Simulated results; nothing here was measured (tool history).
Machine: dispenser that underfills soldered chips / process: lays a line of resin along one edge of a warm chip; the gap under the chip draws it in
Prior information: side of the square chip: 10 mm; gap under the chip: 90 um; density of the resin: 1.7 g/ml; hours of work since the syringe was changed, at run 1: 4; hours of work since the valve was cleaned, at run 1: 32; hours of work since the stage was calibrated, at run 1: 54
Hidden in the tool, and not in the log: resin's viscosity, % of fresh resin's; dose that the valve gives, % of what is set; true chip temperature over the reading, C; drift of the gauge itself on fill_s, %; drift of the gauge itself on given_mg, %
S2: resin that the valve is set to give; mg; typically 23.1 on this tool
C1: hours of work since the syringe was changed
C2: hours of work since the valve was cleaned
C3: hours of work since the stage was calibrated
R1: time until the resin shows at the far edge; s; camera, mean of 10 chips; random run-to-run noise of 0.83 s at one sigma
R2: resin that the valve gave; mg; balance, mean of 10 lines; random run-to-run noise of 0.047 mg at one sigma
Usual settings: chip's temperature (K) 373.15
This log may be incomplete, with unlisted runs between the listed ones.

Run 1, hour 0.0: usual settings; C1 4; C2 32; C3 54. Result: R1 89.7 s, R2 22.79 mg.
At hour 3.2: new syringe of resin.
Run 2, hour 4.4: usual settings but chip's temperature (K) 377.15; C1 1; C2 35; C3 57. Result: R1 67.4 s, R2 22.77 mg.
At hour 11.8: new syringe of resin.
Run 3, hour 13.6: usual settings but chip's temperature (K) 377.15; C1 1; C2 41; C3 63. Result: R1 69.0 s, R2 22.69 mg.
Run 4, hour 17.8: usual settings but chip's temperature (K) 377.15; C1 4; C2 44; C3 66. Result: R1 78.6 s, R2 22.64 mg.
At hour 20.2: new syringe of resin.
Run 5, hour 26.9: usual settings but chip's temperature (K) 377.15; C1 5; C2 50; C3 72. Result: R1 78.1 s, R2 22.58 mg.
At hour 28.7: new syringe of resin.
At hour 34.3: dispensing valve cleaned and set on the balance.
Run 6, hour 34.3: usual settings but chip's temperature (K) 377.15; C1 3; C2 0; C3 76. Result: R1 73.2 s, R2 23.12 mg.
At hour 38.4: new syringe of resin.
Run 7, hour 43.8: usual settings but chip's temperature (K) 377.15; C1 4; C2 6; C3 83. Result: R1 74.2 s, R2 23.05 mg.
At hour 46.7: new syringe of resin.
Run 8, hour 50.0: usual settings but chip's temperature (K) 377.15; C1 2; C2 10; C3 87. Result: R1 72.3 s, R2 23.06 mg.
At hour 55.2: new syringe of resin.
Run 9, hour 58.3: usual settings but chip's temperature (K) 379.15; C1 2; C2 16; C3 92. Result: R1 66.7 s, R2 23.00 mg.
At hour 64.1: new syringe of resin.
Run 10, hour 65.7: usual settings; C1 1; C2 21; C3 97. Result: R1 78.3 s, R2 22.92 mg.
Run 11, hour 71.2: usual settings but S2 29.1 mg; C1 5; C2 24; C3 101. Result: R1 92.1 s, R2 28.79 mg.
At hour 72.7: new syringe of resin.
Run 12, hour 76.3: usual settings but S2 29.7 mg; C1 2; C2 28; C3 104. Result: R1 82.9 s, R2 29.30 mg.
At hour 81.6: new syringe of resin.
Run 13, hour 85.0: usual settings but S2 27.0 mg; C1 2; C2 34; C3 110. Result: R1 81.2 s, R2 26.60 mg.
At hour 90.3: new syringe of resin.
Run 14, hour 90.4: usual settings but S2 23.4 mg; C1 0; C2 37; C3 113. Result: R1 74.6 s, R2 23.10 mg.
Run 15, hour 95.3: usual settings but S2 29.6 mg; C1 3; C2 40; C3 117. Result: R1 87.6 s, R2 29.09 mg.
At hour 98.9: new syringe of resin.
Run 16, hour 101.4: usual settings but S2 29.6 mg; C1 2; C2 44; C3 121. Result: R1 79.6 s, R2 29.11 mg.
At hour 107.6: new syringe of resin.
Run 17, hour 110.3: usual settings but S2 29.6 mg; C1 2; C2 50; C3 127. Result: R1 79.6 s, R2 29.11 mg.
Run 18, hour 115.0: usual settings but S2 29.6 mg; C1 5; C2 54; C3 130. Result: R1 92.6 s, R2 29.04 mg.
At hour 116.1: new syringe of resin.
At hour 117.6: dispensing valve cleaned and set on the balance.
Run 19, hour 120.0: usual settings but S2 29.6 mg; C1 2; C2 2; C3 132. Result: R1 81.0 s, R2 29.68 mg.
At hour 125.8: new syringe of resin.
Run 20, hour 128.5: usual settings but S2 29.6 mg; C1 2; C2 7; C3 138. Result: R1 78.6 s, R2 29.53 mg.
At hour 134.6: new syringe of resin.
Run 21, hour 137.5: usual settings but chip's temperature (K) 381.15, S2 21.7 mg; C1 2; C2 13; C3 144. Result: R1 59.5 s, R2 21.64 mg.
Run 22, hour 141.7: usual settings but chip's temperature (K) 375.15, S2 27.6 mg; C1 5; C2 16; C3 147. Result: R1 84.6 s, R2 27.43 mg.
At hour 143.2: new syringe of resin.
Run 23, hour 148.2: usual settings but chip's temperature (K) 375.15, S2 27.6 mg; C1 3; C2 20; C3 151. Result: R1 76.6 s, R2 27.31 mg.
At hour 151.4: new syringe of resin.
Run 24, hour 157.1: usual settings but chip's temperature (K) 375.15, S2 27.6 mg; C1 4; C2 26; C3 157. Result: R1 79.3 s, R2 27.39 mg.
At hour 160.0: new syringe of resin.
Run 25, hour 165.2: usual settings but chip's temperature (K) 378.15, S2 20.1 mg; C1 4; C2 32; C3 162. Result: R1 76.5 s, R2 19.80 mg.
At hour 168.6: new syringe of resin.
Run 26, hour 174.6: usual settings but chip's temperature (K) 360.15, S2 22.2 mg; C1 4; C2 38; C3 168. Result: R1 158.5 s, R2 21.85 mg.
At hour 177.4: new syringe of resin.
Run 27, hour 183.3: usual settings but chip's temperature (K) 367.15, S2 29.9 mg; C1 4; C2 44; C3 174. Result: R1 113.6 s, R2 29.38 mg.
At hour 186.2: new syringe of resin.
Run 28, hour 189.7: usual settings but chip's temperature (K) 387.15, S2 22.7 mg; C1 2; C2 48; C3 178. Result: R1 48.2 s, R2 22.25 mg.
At hour 194.6: new syringe of resin.
Run 29, hour 197.5: usual settings but chip's temperature (K) 387.15, S2 22.7 mg; C1 2; C2 53; C3 184. Result: R1 46.6 s, R2 22.14 mg.
At hour 200.7: dispensing valve cleaned and set on the balance.
Run 30, hour 203.1: usual settings but chip's temperature (K) 359.15, S2 20.7 mg; C1 5; C2 2; C3 187. Result: R1 172.9 s, R2 20.69 mg.
At hour 204.1: new syringe of resin.
Run 31, hour 209.2: usual settings but chip's temperature (K) 360.15, S2 29.9 mg; C1 3; C2 6; C3 191. Result: R1 142.6 s, R2 29.90 mg.
At hour 212.5: new syringe of resin.
Run 32, hour 215.8: usual settings but chip's temperature (K) 364.15, S2 24.5 mg; C1 2; C2 10; C3 195. Result: R1 114.5 s, R2 24.48 mg.
Run 33, hour 220.0: usual settings but chip's temperature (K) 364.15, S2 24.5 mg; C1 5; C2 13; C3 198. Result: R1 133.8 s, R2 24.41 mg.
At hour 221.1: new syringe of resin.
Run 34, hour 228.9: usual settings but chip's temperature (K) 378.15, S2 25.3 mg; C1 5; C2 19; C3 204. Result: R1 76.1 s, R2 25.10 mg.
At hour 229.7: new syringe of resin.
Run 35, hour 236.9: usual settings but chip's temperature (K) 378.15, S2 25.3 mg; C1 5; C2 24; C3 209. Result: R1 72.9 s, R2 25.08 mg.

How the hidden state differs across the entries between the runs, from the last listed run before each to the first after it:
After run 1, before run 2: new syringe of resin (hour 3.2)
  resin's viscosity, % of fresh resin's: 117.2 -> 103.9; dose that the valve gives, % of what is set: 98.71 -> 98.61; true chip temperature over the reading, C: 0.41 -> 0.43
  difference, measured minus the result without the unlogged condition, R1: +12.1 -> +1.5 s; R2: -0.30 -> -0.32 mg
After run 2, before run 3: new syringe of resin (hour 11.8)
  resin's viscosity, % of fresh resin's: 103.9 -> 105.8; dose that the valve gives, % of what is set: 98.61 -> 98.38; true chip temperature over the reading, C: 0.43 -> 0.47
  difference, measured minus the result without the unlogged condition, R1: +1.5 -> +2.8 s; R2: -0.32 -> -0.37 mg
After run 4, before run 5: new syringe of resin (hour 20.2)
  resin's viscosity, % of fresh resin's: 121 -> 123; dose that the valve gives, % of what is set: 98.28 -> 98.03; true chip temperature over the reading, C: 0.5 -> 0.54
  difference, measured minus the result without the unlogged condition, R1: +12.4 -> +13.4 s; R2: -0.40 -> -0.46 mg
After run 5, before run 6: new syringe of resin (hour 28.7); dispensing valve cleaned and set on the balance (hour 34.3)
  resin's viscosity, % of fresh resin's: 123 -> 115.2; dose that the valve gives, % of what is set: 98.03 -> 100.02; true chip temperature over the reading, C: 0.54 -> 0.57
  difference, measured minus the result without the unlogged condition, R1: +13.4 -> +8.2 s; R2: -0.46 -> +0.01 mg
After run 6, before run 7: new syringe of resin (hour 38.4)
  resin's viscosity, % of fresh resin's: 115.2 -> 119.6; dose that the valve gives, % of what is set: 100.02 -> 99.79; true chip temperature over the reading, C: 0.57 -> 0.61
  difference, measured minus the result without the unlogged condition, R1: +8.2 -> +10.7 s; R2: +0.01 -> -0.05 mg
After run 7, before run 8: new syringe of resin (hour 46.7)
  resin's viscosity, % of fresh resin's: 119.6 -> 111; dose that the valve gives, % of what is set: 99.79 -> 99.63; true chip temperature over the reading, C: 0.61 -> 0.64
  difference, measured minus the result without the unlogged condition, R1: +10.7 -> +5.5 s; R2: -0.05 -> -0.09 mg
After run 8, before run 9: new syringe of resin (hour 55.2)
  resin's viscosity, % of fresh resin's: 111 -> 111.3; dose that the valve gives, % of what is set: 99.63 -> 99.42; true chip temperature over the reading, C: 0.64 -> 0.69
  difference, measured minus the result without the unlogged condition, R1: +5.5 -> +5.3 s; R2: -0.09 -> -0.14 mg
After run 9, before run 10: new syringe of resin (hour 64.1)
  resin's viscosity, % of fresh resin's: 111.3 -> 104.9; dose that the valve gives, % of what is set: 99.42 -> 99.24; true chip temperature over the reading, C: 0.69 -> 0.72
  difference, measured minus the result without the unlogged condition, R1: +5.3 -> +1.5 s; R2: -0.14 -> -0.17 mg
After run 11, before run 12: new syringe of resin (hour 72.7)
  resin's viscosity, % of fresh resin's: 125 -> 112.7; dose that the valve gives, % of what is set: 99.1 -> 98.98; true chip temperature over the reading, C: 0.75 -> 0.78
  difference, measured minus the result without the unlogged condition, R1: +16.1 -> +7.0 s; R2: -0.26 -> -0.30 mg
After run 12, before run 13: new syringe of resin (hour 81.6)
  resin's viscosity, % of fresh resin's: 112.7 -> 111.9; dose that the valve gives, % of what is set: 98.98 -> 98.77; true chip temperature over the reading, C: 0.78 -> 0.82
  difference, measured minus the result without the unlogged condition, R1: +7.0 -> +6.2 s; R2: -0.30 -> -0.33 mg
After run 13, before run 14: new syringe of resin (hour 90.3)
  resin's viscosity, % of fresh resin's: 111.9 -> 101.3; dose that the valve gives, % of what is set: 98.77 -> 98.64; true chip temperature over the reading, C: 0.82 -> 0.84
  difference, measured minus the result without the unlogged condition, R1: +6.2 -> -1.4 s; R2: -0.33 -> -0.32 mg
After run 15, before run 16: new syringe of resin (hour 98.9)
  resin's viscosity, % of fresh resin's: 118.4 -> 108.6; dose that the valve gives, % of what is set: 98.52 -> 98.36; true chip temperature over the reading, C: 0.87 -> 0.9
  difference, measured minus the result without the unlogged condition, R1: +11.0 -> +3.7 s; R2: -0.44 -> -0.48 mg
After run 16, before run 17: new syringe of resin (hour 107.6)
  resin's viscosity, % of fresh resin's: 108.6 -> 108.7; dose that the valve gives, % of what is set: 98.36 -> 98.14; true chip temperature over the reading, C: 0.9 -> 0.94
  difference, measured minus the result without the unlogged condition, R1: +3.7 -> +3.6 s; R2: -0.48 -> -0.55 mg
After run 18, before run 19: new syringe of resin (hour 116.1); dispensing valve cleaned and set on the balance (hour 117.6)
  resin's viscosity, % of fresh resin's: 126.5 -> 110.1; dose that the valve gives, % of what is set: 98.01 -> 99.87; true chip temperature over the reading, C: 0.96 -> 0.98
  difference, measured minus the result without the unlogged condition, R1: +16.5 -> +4.4 s; R2: -0.59 -> -0.04 mg
After run 19, before run 20: new syringe of resin (hour 125.8)
  resin's viscosity, % of fresh resin's: 110.1 -> 110.2; dose that the valve gives, % of what is set: 99.87 -> 99.67; true chip temperature over the reading, C: 0.98 -> 1.02
  difference, measured minus the result without the unlogged condition, R1: +4.4 -> +4.2 s; R2: -0.04 -> -0.10 mg
After run 20, before run 21: new syringe of resin (hour 134.6)
  resin's viscosity, % of fresh resin's: 110.2 -> 109.8; dose that the valve gives, % of what is set: 99.67 -> 99.43; true chip temperature over the reading, C: 1.02 -> 1.07
  difference, measured minus the result without the unlogged condition, R1: +4.2 -> +3.0 s; R2: -0.10 -> -0.12 mg
After run 22, before run 23: new syringe of resin (hour 143.2)
  resin's viscosity, % of fresh resin's: 125.4 -> 116.4; dose that the valve gives, % of what is set: 99.33 -> 99.17; true chip temperature over the reading, C: 1.09 -> 1.12
  difference, measured minus the result without the unlogged condition, R1: +14.0 -> +7.7 s; R2: -0.19 -> -0.23 mg
After run 23, before run 24: new syringe of resin (hour 151.4)
  resin's viscosity, % of fresh resin's: 116.4 -> 119.1; dose that the valve gives, % of what is set: 99.17 -> 98.95; true chip temperature over the reading, C: 1.12 -> 1.17
  difference, measured minus the result without the unlogged condition, R1: +7.7 -> +9.6 s; R2: -0.23 -> -0.29 mg
After run 24, before run 25: new syringe of resin (hour 160.0)
  resin's viscosity, % of fresh resin's: 119.1 -> 119.4; dose that the valve gives, % of what is set: 98.95 -> 98.74; true chip temperature over the reading, C: 1.17 -> 1.21
  difference, measured minus the result without the unlogged condition, R1: +9.6 -> +9.5 s; R2: -0.29 -> -0.25 mg
After run 25, before run 26: new syringe of resin (hour 168.6)
  resin's viscosity, % of fresh resin's: 119.4 -> 123.7; dose that the valve gives, % of what is set: 98.74 -> 98.49; true chip temperature over the reading, C: 1.21 -> 1.25
  difference, measured minus the result without the unlogged condition, R1: +9.5 -> +23.6 s; R2: -0.25 -> -0.33 mg
After run 26, before run 27: new syringe of resin (hour 177.4)
  resin's viscosity, % of fresh resin's: 123.7 -> 121.1; dose that the valve gives, % of what is set: 98.49 -> 98.27; true chip temperature over the reading, C: 1.25 -> 1.3
  difference, measured minus the result without the unlogged condition, R1: +23.6 -> +14.7 s; R2: -0.33 -> -0.52 mg
After run 27, before run 28: new syringe of resin (hour 186.2)
  resin's viscosity, % of fresh resin's: 121.1 -> 111.8; dose that the valve gives, % of what is set: 98.27 -> 98.13; true chip temperature over the reading, C: 1.3 -> 1.33
  difference, measured minus the result without the unlogged condition, R1: +14.7 -> +3.1 s; R2: -0.52 -> -0.42 mg
After run 28, before run 29: new syringe of resin (hour 194.6)
  resin's viscosity, % of fresh resin's: 111.8 -> 110.3; dose that the valve gives, % of what is set: 98.13 -> 97.94; true chip temperature over the reading, C: 1.33 -> 1.36
  difference, measured minus the result without the unlogged condition, R1: +3.1 -> +2.3 s; R2: -0.42 -> -0.46 mg
After run 29, before run 30: dispensing valve cleaned and set on the balance (hour 200.7)
  resin's viscosity, % of fresh resin's: 110.3 -> 127.9; dose that the valve gives, % of what is set: 97.94 -> 99.99; true chip temperature over the reading, C: 1.36 -> 1.38
  difference, measured minus the result without the unlogged condition, R1: +2.3 -> +29.3 s; R2: -0.46 -> +0.00 mg
After run 30, before run 31: new syringe of resin (hour 204.1)
  resin's viscosity, % of fresh resin's: 127.9 -> 116.1; dose that the valve gives, % of what is set: 99.99 -> 99.84; true chip temperature over the reading, C: 1.38 -> 1.41
  difference, measured minus the result without the unlogged condition, R1: +29.3 -> +11.9 s; R2: +0.00 -> -0.05 mg
After run 31, before run 32: new syringe of resin (hour 212.5)
  resin's viscosity, % of fresh resin's: 116.1 -> 111.5; dose that the valve gives, % of what is set: 99.84 -> 99.66; true chip temperature over the reading, C: 1.41 -> 1.44
  difference, measured minus the result without the unlogged condition, R1: +11.9 -> +5.4 s; R2: -0.05 -> -0.08 mg
After run 33, before run 34: new syringe of resin (hour 221.1)
  resin's viscosity, % of fresh resin's: 127.5 -> 128.6; dose that the valve gives, % of what is set: 99.55 -> 99.33; true chip temperature over the reading, C: 1.46 -> 1.51
  difference, measured minus the result without the unlogged condition, R1: +22.2 -> +13.4 s; R2: -0.11 -> -0.17 mg
After run 34, before run 35: new syringe of resin (hour 229.7)
  resin's viscosity, % of fresh resin's: 128.6 -> 123.9; dose that the valve gives, % of what is set: 99.33 -> 99.13; true chip temperature over the reading, C: 1.51 -> 1.55
  difference, measured minus the result without the unlogged condition, R1: +13.4 -> +10.4 s; R2: -0.17 -> -0.22 mg

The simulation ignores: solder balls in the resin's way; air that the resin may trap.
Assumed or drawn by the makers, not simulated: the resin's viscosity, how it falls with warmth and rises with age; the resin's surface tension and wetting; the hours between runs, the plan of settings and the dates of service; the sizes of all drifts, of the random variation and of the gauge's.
